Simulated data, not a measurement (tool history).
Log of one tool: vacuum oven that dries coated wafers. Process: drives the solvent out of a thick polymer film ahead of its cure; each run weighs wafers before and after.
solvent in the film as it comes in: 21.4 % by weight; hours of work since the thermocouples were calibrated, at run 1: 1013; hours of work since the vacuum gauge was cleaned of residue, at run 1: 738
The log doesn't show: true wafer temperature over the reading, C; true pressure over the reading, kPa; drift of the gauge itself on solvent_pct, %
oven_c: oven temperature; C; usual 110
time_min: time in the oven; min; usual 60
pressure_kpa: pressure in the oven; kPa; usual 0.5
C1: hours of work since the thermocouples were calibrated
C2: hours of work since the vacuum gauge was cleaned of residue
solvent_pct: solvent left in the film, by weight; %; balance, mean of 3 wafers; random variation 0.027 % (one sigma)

{"run": 1, "hour": 0.0, "oven_c": 110, "time_min": 60, "pressure_kpa": 0.5, "C1": 1013, "C2": 738, "solvent_pct": 1.23}
{"run": 2, "hour": 67.9, "oven_c": 110, "time_min": 60, "pressure_kpa": 0.5, "C1": 1046, "C2": 771, "solvent_pct": 1.22}
{"run": 3, "hour": 107.3, "oven_c": 110, "time_min": 60, "pressure_kpa": 0.5, "C1": 1066, "C2": 791, "solvent_pct": 1.21}
{"run": 4, "hour": 163.1, "oven_c": 110, "time_min": 60, "pressure_kpa": 0.436, "C1": 1093, "C2": 818, "solvent_pct": 1.22}
{"run": 5, "hour": 205.6, "oven_c": 110, "time_min": 60, "pressure_kpa": 0.436, "C1": 1114, "C2": 840, "solvent_pct": 1.23}
{"run": 6, "hour": 262.9, "oven_c": 110, "time_min": 60, "pressure_kpa": 0.436, "C1": 1143, "C2": 868, "solvent_pct": 1.2}
{"run": 7, "hour": 309.5, "oven_c": 110, "time_min": 60, "pressure_kpa": 0.5, "C1": 1166, "C2": 891, "solvent_pct": 1.22}
{"run": 8, "hour": 367.3, "oven_c": 110, "time_min": 60, "pressure_kpa": 0.5, "C1": 1194, "C2": 920, "solvent_pct": 1.23}
{"run": 9, "hour": 409.5, "oven_c": 110, "time_min": 60, "pressure_kpa": 0.5, "C1": 1215, "C2": 941, "solvent_pct": 1.25}
{"run": 10, "hour": 464.9, "oven_c": 96, "time_min": 60, "pressure_kpa": 1.276, "C1": 1243, "C2": 968, "solvent_pct": 5.41}
{"run": 11, "hour": 509.6, "oven_c": 111, "time_min": 60, "pressure_kpa": 1.724, "C1": 1265, "C2": 990, "solvent_pct": 1.79}
{"run": 12, "hour": 568.4, "oven_c": 111, "time_min": 93, "pressure_kpa": 0.836, "C1": 1294, "C2": 1019, "solvent_pct": 0.77}
{"run": 13, "hour": 620.9, "oven_c": 111, "time_min": 93, "pressure_kpa": 0.836, "C1": 1320, "C2": 1045, "solvent_pct": 0.82}
{"run": 14, "hour": 665.1, "oven_c": 104, "time_min": 55, "pressure_kpa": 0.36, "C1": 1342, "C2": 1067, "solvent_pct": 2.7}
{"run": 15, "hour": 736.3, "oven_c": 106, "time_min": 40, "pressure_kpa": 1.111, "C1": 1377, "C2": 1102, "solvent_pct": 4.04}
{"run": 16, "hour": 784.2, "oven_c": 106, "time_min": 40, "pressure_kpa": 1.111, "C1": 1401, "C2": 1126, "solvent_pct": 4.04}

Hidden state or all else? Some run-to-run changes of solvent_pct, split into what the settings, what came in and random variation would give without the hidden state, and what is left for the hidden state (with any gauge scatter that isn't in both results):
Run 9 -> 10: oven_c 110 -> 96, pressure_kpa 0.5 -> 1.276. solvent_pct +4.16 %: hidden state -0.12, all else +4.28.
Run 13 -> 14: oven_c 111 -> 104, time_min 93 -> 55, pressure_kpa 0.836 -> 0.36. solvent_pct +1.88 %: hidden state -0.17, all else +2.05.

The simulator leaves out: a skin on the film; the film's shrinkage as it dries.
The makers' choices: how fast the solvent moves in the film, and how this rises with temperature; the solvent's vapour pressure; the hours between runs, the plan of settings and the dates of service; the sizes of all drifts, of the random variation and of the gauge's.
